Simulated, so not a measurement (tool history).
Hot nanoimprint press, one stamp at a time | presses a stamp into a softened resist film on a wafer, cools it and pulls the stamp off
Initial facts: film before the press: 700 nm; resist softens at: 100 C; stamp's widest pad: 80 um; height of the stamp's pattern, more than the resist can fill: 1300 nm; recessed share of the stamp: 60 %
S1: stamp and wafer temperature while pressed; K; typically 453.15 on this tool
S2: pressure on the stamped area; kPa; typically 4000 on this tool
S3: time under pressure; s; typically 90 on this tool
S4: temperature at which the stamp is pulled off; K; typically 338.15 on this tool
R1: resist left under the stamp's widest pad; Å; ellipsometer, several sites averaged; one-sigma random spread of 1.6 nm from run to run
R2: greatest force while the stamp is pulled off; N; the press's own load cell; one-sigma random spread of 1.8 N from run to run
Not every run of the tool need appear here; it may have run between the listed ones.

| run | hour | S1 | S2 | S3 | S4 | R1 | R2 |
|---|---|---|---|---|---|---|---|
| 1 | 0.0 | 453.15 | 4000 | 90 | 338.15 | 3049 | 124 |
| 2 | 8.5 | 453.15 | 4000 | 90 | 338.15 | 3066 | 125 |
| 3 | 16.0 | 453.15 | 4000 | 90 | 338.15 | 3048 | 125 |
| 4 | 20.5 | 453.15 | 4000 | 90 | 338.15 | 3037 | 125 |
| 5 | 24.1 | 453.15 | 4000 | 90 | 339.15 | 3044 | 120 |
| 6 | 30.9 | 453.15 | 4000 | 90 | 338.15 | 3080 | 125 |
| 7 | 38.6 | 453.15 | 4000 | 90 | 338.15 | 3038 | 123 |
| 8 | 44.4 | 453.15 | 3570 | 90 | 338.15 | 3232 | 126 |
| 9 | 52.9 | 458.15 | 4000 | 90 | 338.15 | 2589 | 124 |
| 10 | 59.7 | 458.15 | 4000 | 90 | 338.15 | 2553 | 124 |
| 11 | 66.5 | 458.15 | 4000 | 90 | 338.15 | 2572 | 124 |
| 12 | 74.1 | 453.15 | 4000 | 89 | 338.15 | 3046 | 126 |
| 13 | 82.5 | 453.15 | 4000 | 89 | 338.15 | 3051 | 122 |
| 14 | 87.8 | 453.15 | 4000 | 89 | 338.15 | 3050 | 127 |
| 15 | 93.1 | 453.15 | 4000 | 89 | 338.15 | 3060 | 126 |
| 16 | 98.6 | 453.15 | 3110 | 90 | 338.15 | 3497 | 126 |
| 17 | 102.7 | 453.15 | 3110 | 90 | 338.15 | 3489 | 125 |
| 18 | 107.6 | 453.15 | 3110 | 90 | 338.15 | 3518 | 122 |
| 19 | 115.7 | 453.15 | 3110 | 90 | 338.15 | 3498 | 123 |
| 20 | 122.6 | 453.15 | 3110 | 90 | 338.15 | 3470 | 121 |
| 21 | 130.5 | 453.15 | 3050 | 147 | 338.15 | 3000 | 123 |
| 22 | 138.0 | 453.15 | 4000 | 90 | 324.15 | 3025 | 161 |
| 23 | 142.6 | 461.15 | 3450 | 90 | 342.15 | 2575 | 114 |
| 24 | 150.9 | 453.15 | 6120 | 90 | 338.15 | 2358 | 126 |
| 25 | 156.4 | 453.15 | 4880 | 94 | 338.15 | 2694 | 125 |
| 26 | 164.0 | 460.15 | 6230 | 94 | 328.15 | 1816 | 152 |
| 27 | 170.4 | 459.15 | 4000 | 103 | 338.15 | 2376 | 124 |
| 28 | 174.7 | 459.15 | 3420 | 103 | 339.15 | 2583 | 116 |
| 29 | 182.9 | 453.15 | 4000 | 62 | 338.15 | 3464 | 126 |
| 30 | 189.9 | 448.15 | 3260 | 107 | 338.15 | 3820 | 125 |

How would selected steps in R1 from run to run divide? Give the signed amount a tool lacking its hidden state would still show from settings, what came in and random variation, and the signed amount left for the hidden state, including any gauge scatter that is not in both of the compared results.
Hidden state at play: true temperature over the reading, C; pressure that arrives at the usual setting, %; grip of the stamp's worn release coat, % over a new coat's; drift of the gauge itself on residual_nm, %; drift of the gauge itself on pull_off_n, %.
Run 8 -> 9: S1 453.15 -> 458.15, S2 3570 -> 4000. R1 -643 Å: hidden state +2, all else -645.
Run 22 -> 23: S1 453.15 -> 461.15, S2 4000 -> 3450, S4 324.15 -> 342.15. R1 -450 Å: hidden state +3, all else -453.
Run 25 -> 26: S1 453.15 -> 460.15, S2 4880 -> 6230, S4 338.15 -> 328.15. R1 -878 Å: hidden state +4, all else -882.
Run 28 -> 29: S1 459.15 -> 453.15, S2 3420 -> 4000, S3 103 -> 62, S4 339.15 -> 338.15. R1 +881 Å: hidden state -4, all else +885.
